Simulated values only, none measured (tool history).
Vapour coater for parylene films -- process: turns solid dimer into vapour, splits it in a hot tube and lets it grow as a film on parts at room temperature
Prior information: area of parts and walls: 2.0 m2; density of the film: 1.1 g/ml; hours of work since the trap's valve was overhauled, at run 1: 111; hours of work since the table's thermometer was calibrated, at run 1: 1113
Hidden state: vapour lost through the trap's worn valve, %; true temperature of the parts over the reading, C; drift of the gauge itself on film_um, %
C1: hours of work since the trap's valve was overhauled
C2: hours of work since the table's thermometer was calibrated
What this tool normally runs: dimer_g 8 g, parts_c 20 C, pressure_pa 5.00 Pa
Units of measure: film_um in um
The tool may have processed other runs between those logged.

Run 1, hour 0.0: usual settings; C1 111; C2 1113. Result: film_um 2.32 um.
Run 2, hour 35.5: usual settings; C1 135; C2 1136. Result: film_um 2.35 um.
Run 3, hour 57.4: usual settings; C1 149; C2 1151. Result: film_um 2.36 um.
Run 4, hour 93.0: usual settings; C1 172; C2 1174. Result: film_um 2.32 um.
Run 5, hour 138.4: usual settings; C1 202; C2 1204. Result: film_um 2.32 um.
Run 6, hour 177.2: usual settings; C1 228; C2 1229. Result: film_um 2.29 um.
Run 7, hour 213.6: usual settings; C1 251; C2 1253. Result: film_um 2.35 um.
Run 8, hour 251.6: usual settings; C1 276; C2 1278. Result: film_um 2.28 um.
Run 9, hour 282.4: usual settings but parts_c 31 C; C1 297; C2 1298. Result: film_um 1.62 um.
Run 10, hour 310.2: usual settings but dimer_g 4 g, parts_c 31 C, pressure_pa 11.19 Pa; C1 315; C2 1316. Result: film_um 0.73 um.
Run 11, hour 342.2: usual settings; C1 336; C2 1337. Result: film_um 2.24 um.
Run 12, hour 366.0: usual settings but dimer_g 13 g; C1 351; C2 1353. Result: film_um 3.64 um.
Run 13, hour 386.6: usual settings but dimer_g 3 g, parts_c 22 C, pressure_pa 9.81 Pa; C1 365; C2 1367. Result: film_um 0.75 um.
Run 14, hour 417.0: usual settings but dimer_g 3 g, parts_c 22 C, pressure_pa 9.81 Pa; C1 385; C2 1387. Result: film_um 0.75 um.
Run 15, hour 453.3: usual settings but pressure_pa 10.74 Pa; C1 409; C2 1410. Result: film_um 2.04 um.
Run 16, hour 498.7: usual settings but dimer_g 12 g, parts_c 17 C, pressure_pa 3.70 Pa; C1 438; C2 1440. Result: film_um 3.77 um.

Here are 5 independent what-if runs from the current tool condition. What would each one return?
Run A, hour 529.6: usual settings but dimer_g 5 g, parts_c 21 C, pressure_pa 2.41 Pa; C1 459; C2 1460. Result: film_um ?.
Run B, hour 529.6: usual settings but dimer_g 12 g, parts_c 22 C, pressure_pa 8.19 Pa; C1 459; C2 1460. Result: film_um ?.
Run C, hour 529.6: usual settings but dimer_g 3 g, parts_c 26 C, pressure_pa 7.46 Pa; C1 459; C2 1460. Result: film_um ?.
Run D, hour 529.6: usual settings but dimer_g 12 g, parts_c 17 C, pressure_pa 5.41 Pa; C1 459; C2 1460. Result: film_um ?.
Run E, hour 529.6: usual settings but parts_c 13 C, pressure_pa 5.97 Pa; C1 459; C2 1460. Result: film_um ?.

run  film_um
  A     1.45
  B     2.93
  C     0.66
  D     3.54
  E     2.67
Had the tool no hidden state, the same runs would have come out as:
run  film_um
  A     1.62
  B     3.27
  C     0.73
  D     3.95
  E     2.98
